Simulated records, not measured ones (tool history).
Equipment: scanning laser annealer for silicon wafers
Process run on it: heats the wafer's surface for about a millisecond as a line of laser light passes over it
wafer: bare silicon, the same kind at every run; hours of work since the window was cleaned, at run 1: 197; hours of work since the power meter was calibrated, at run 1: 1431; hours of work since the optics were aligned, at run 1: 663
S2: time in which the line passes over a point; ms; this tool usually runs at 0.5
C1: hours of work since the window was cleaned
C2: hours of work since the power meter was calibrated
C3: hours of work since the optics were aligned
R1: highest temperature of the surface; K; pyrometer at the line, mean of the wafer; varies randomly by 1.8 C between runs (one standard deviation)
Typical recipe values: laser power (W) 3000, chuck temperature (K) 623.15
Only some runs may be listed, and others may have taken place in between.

Run 1, day 0: usual settings; C1 197; C2 1431; C3 663. Result: R1 1339.15 K.
Run 2, day 1.475: usual settings; C1 224; C2 1458; C3 690. Result: R1 1339.15 K.
Run 3, day 3.575: usual settings but S2 0.358 ms; C1 262; C2 1496; C3 728. Result: R1 1237.15 K.
Run 4, day 5.058: usual settings but S2 0.358 ms; C1 289; C2 1524; C3 755. Result: R1 1236.15 K.
Run 5, day 7.483: usual settings but S2 0.358 ms; C1 334; C2 1568; C3 800. Result: R1 1236.15 K.
Run 6, day 9.35: usual settings but S2 0.358 ms; C1 368; C2 1602; C3 834. Result: R1 1237.15 K.
Run 7, day 11.092: usual settings but S2 0.358 ms; C1 400; C2 1634; C3 866. Result: R1 1238.15 K.
Run 8, day 13.525: usual settings but S2 0.358 ms; C1 444; C2 1679; C3 910. Result: R1 1236.15 K.
Run 9, day 14.996: usual settings but S2 0.358 ms, chuck temperature (K) 661.15; C1 471; C2 1705; C3 937. Result: R1 1277.15 K.
Run 10, day 16.367: usual settings but chuck temperature (K) 634.15; C1 496; C2 1731; C3 962. Result: R1 1345.15 K.
Run 11, day 18.929: usual settings but chuck temperature (K) 634.15; C1 543; C2 1777; C3 1009. Result: R1 1348.15 K.
Run 12, day 21.262: usual settings but chuck temperature (K) 634.15; C1 586; C2 1820; C3 1052. Result: R1 1342.15 K.
Run 13, day 23.862: usual settings but chuck temperature (K) 634.15; C1 633; C2 1868; C3 1100. Result: R1 1349.15 K.
Run 14, day 26.521: usual settings; C1 682; C2 1916; C3 1148. Result: R1 1336.15 K.
Run 15, day 29.271: usual settings; C1 732; C2 1967; C3 1198. Result: R1 1338.15 K.
Run 16, day 30.612: usual settings; C1 757; C2 1991; C3 1223. Result: R1 1335.15 K.
Run 17, day 33.312: usual settings; C1 806; C2 2041; C3 1272. Result: R1 1336.15 K.
Run 18, day 34.942: usual settings; C1 836; C2 2070; C3 1302. Result: R1 1332.15 K.
Run 19, day 37.625: usual settings; C1 885; C2 2120; C3 1351. Result: R1 1336.15 K.
At day 39.858: window over the wafer cleaned.
Run 20, day 40.375: usual settings; C1 9; C2 2168; C3 1400. Result: R1 1337.15 K.
Run 21, day 41.896: usual settings but S2 0.37 ms, chuck temperature (K) 614.15; C1 37; C2 2196; C3 1428. Result: R1 1239.15 K.
Run 22, day 43.954: usual settings but S2 0.37 ms, chuck temperature (K) 614.15; C1 75; C2 2234; C3 1466. Result: R1 1239.15 K.
Run 23, day 46.233: usual settings but laser power (W) 2672, S2 0.569 ms, chuck temperature (K) 644.15; C1 117; C2 2276; C3 1507. Result: R1 1307.15 K.
Run 24, day 48.271: usual settings but laser power (W) 2672, S2 0.569 ms, chuck temperature (K) 644.15; C1 154; C2 2313; C3 1545. Result: R1 1311.15 K.
At day 49.217: optics aligned, line set to its width.
Run 25, day 51.083: usual settings but laser power (W) 2672, S2 0.569 ms, chuck temperature (K) 644.15; C1 202; C2 2360; C3 34. Result: R1 1307.15 K.
Run 26, day 52.6: usual settings but laser power (W) 3088, S2 0.615 ms, chuck temperature (K) 604.15; C1 229; C2 2388; C3 62. Result: R1 1411.15 K.
Run 27, day 54.1: usual settings but laser power (W) 3126, S2 0.559 ms, chuck temperature (K) 658.15; C1 257; C2 2416; C3 89. Result: R1 1444.15 K.
Run 28, day 55.575: usual settings but laser power (W) 3126, S2 0.559 ms, chuck temperature (K) 658.15; C1 284; C2 2443; C3 116. Result: R1 1443.15 K.
Run 29, day 57.054: usual settings but laser power (W) 3029, S2 0.577 ms, chuck temperature (K) 654.15; C1 311; C2 2470; C3 143. Result: R1 1423.15 K.
Run 30, day 58.625: usual settings but laser power (W) 2966, S2 0.566 ms, chuck temperature (K) 650.15; C1 340; C2 2498; C3 172. Result: R1 1394.15 K.
Run 31, day 60.742: usual settings but laser power (W) 2954, S2 0.523 ms, chuck temperature (K) 662.15; C1 378; C2 2537; C3 211. Result: R1 1375.15 K.
Run 32, day 62.9: usual settings but laser power (W) 2839, S2 0.506 ms, chuck temperature (K) 656.15; C1 418; C2 2577; C3 250. Result: R1 1332.15 K.
Run 33, day 65.212: usual settings but laser power (W) 2726, S2 0.43 ms, chuck temperature (K) 653.15; C1 460; C2 2619; C3 293. Result: R1 1250.15 K.
Run 34, day 67.792: usual settings but laser power (W) 2726, S2 0.43 ms, chuck temperature (K) 653.15; C1 507; C2 2666; C3 340. Result: R1 1254.15 K.
Run 35, day 69.738: usual settings but laser power (W) 3240, S2 0.411 ms, chuck temperature (K) 648.15; C1 543; C2 2702; C3 376. Result: R1 1361.15 K.
Run 36, day 72.046: usual settings but laser power (W) 2749, S2 0.42 ms, chuck temperature (K) 644.15; C1 585; C2 2744; C3 418. Result: R1 1242.15 K.
Run 37, day 74.454: usual settings but laser power (W) 2749, S2 0.42 ms, chuck temperature (K) 644.15; C1 629; C2 2788; C3 462. Result: R1 1242.15 K.
Run 38, day 76.725: usual settings but laser power (W) 2749, S2 0.42 ms, chuck temperature (K) 644.15; C1 671; C2 2830; C3 503. Result: R1 1244.15 K.
Run 39, day 78.188: usual settings but laser power (W) 3270, S2 0.462 ms, chuck temperature (K) 598.15; C1 698; C2 2856; C3 530. Result: R1 1356.15 K.
Run 40, day 79.725: usual settings but laser power (W) 3270, S2 0.462 ms, chuck temperature (K) 598.15; C1 726; C2 2885; C3 558. Result: R1 1359.15 K.

Forecast each of these 5 alternatives for the next run:
Run A, day 81.825: usual settings but laser power (W) 3040, S2 0.575 ms, chuck temperature (K) 622.15; C1 764; C2 2923; C3 597. Result: R1 ?.
Run B, day 81.825: usual settings but laser power (W) 3270, S2 0.462 ms, chuck temperature (K) 585.15; C1 764; C2 2923; C3 597. Result: R1 ?.
Run C, day 81.825: usual settings but laser power (W) 3278, S2 0.413 ms; C1 764; C2 2923; C3 597. Result: R1 ?.
Run D, day 81.825: usual settings but laser power (W) 3124, S2 0.482 ms, chuck temperature (K) 598.15; C1 764; C2 2923; C3 597. Result: R1 ?.
Run E, day 81.825: usual settings but laser power (W) 3270, S2 0.414 ms, chuck temperature (K) 598.15; C1 764; C2 2923; C3 597. Result: R1 ?.

run       R1
  A  1393.15
  B  1343.15
  C  1349.15
  D  1334.15
  E  1323.15
The same runs, with their run-to-run variation unchanged, on a tool lacking any hidden condition would have given:
run       R1
  A  1393.15
  B  1344.15
  C  1350.15
  D  1334.15
  E  1324.15
